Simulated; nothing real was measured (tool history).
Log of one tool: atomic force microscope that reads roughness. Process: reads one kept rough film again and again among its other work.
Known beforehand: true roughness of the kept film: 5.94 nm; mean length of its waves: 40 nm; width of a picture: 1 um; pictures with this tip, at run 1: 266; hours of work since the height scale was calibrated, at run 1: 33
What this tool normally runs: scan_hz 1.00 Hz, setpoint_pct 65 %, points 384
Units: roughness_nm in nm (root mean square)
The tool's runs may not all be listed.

run	hour	scan_hz	setpoint_pct	points	pictures with this tip	hours of work since the height scale was calibrated	roughness_nm
1	0.0	1.00	65	384	266	33	3.781
2	11.3	1.00	65	384	283	38	3.719
3	23.6	3.80	65	384	301	43	3.398
4	29.3	1.00	81	384	310	46	3.498
# hour 39.8: new tip fitted
5	39.8	1.00	60	384	0	50	4.997
6	47.2	1.00	60	384	11	54	4.910
7	52.2	1.00	60	384	19	56	4.898
8	60.6	1.00	60	384	32	60	4.810
9	67.2	1.00	60	384	42	63	4.781
10	72.5	1.00	89	384	50	65	4.334
11	81.7	1.00	89	384	63	69	4.295
12	93.5	1.00	89	997	81	74	4.220
13	104.3	1.00	89	997	98	79	4.140
14	112.0	1.00	89	997	109	82	4.124
15	118.4	1.00	65	384	119	85	4.323
16	123.6	1.00	65	384	127	88	4.264
17	129.7	1.00	65	384	136	90	4.242
18	136.6	1.00	65	384	147	93	4.136
19	147.5	0.51	65	384	163	98	4.168
20	154.1	1.00	56	384	173	101	4.149
21	160.0	1.00	65	384	182	104	4.031
22	171.6	2.59	56	360	200	109	3.921
23	180.6	2.59	77	623	213	113	3.539
24	192.8	2.59	77	623	232	118	3.491
25	203.1	1.03	65	486	247	123	3.833
26	210.4	1.03	65	486	258	126	3.760
27	216.8	1.03	65	486	268	129	3.730

Expected results for the next run?
28	223.1	1.00	65	957	278	132	?

Run 28 came out at roughness_nm 3.703 nm (root mean square).
Were there no unlogged condition in the tool, this run, its random variation unchanged, would have produced roughness_nm 5.028 nm (root mean square).

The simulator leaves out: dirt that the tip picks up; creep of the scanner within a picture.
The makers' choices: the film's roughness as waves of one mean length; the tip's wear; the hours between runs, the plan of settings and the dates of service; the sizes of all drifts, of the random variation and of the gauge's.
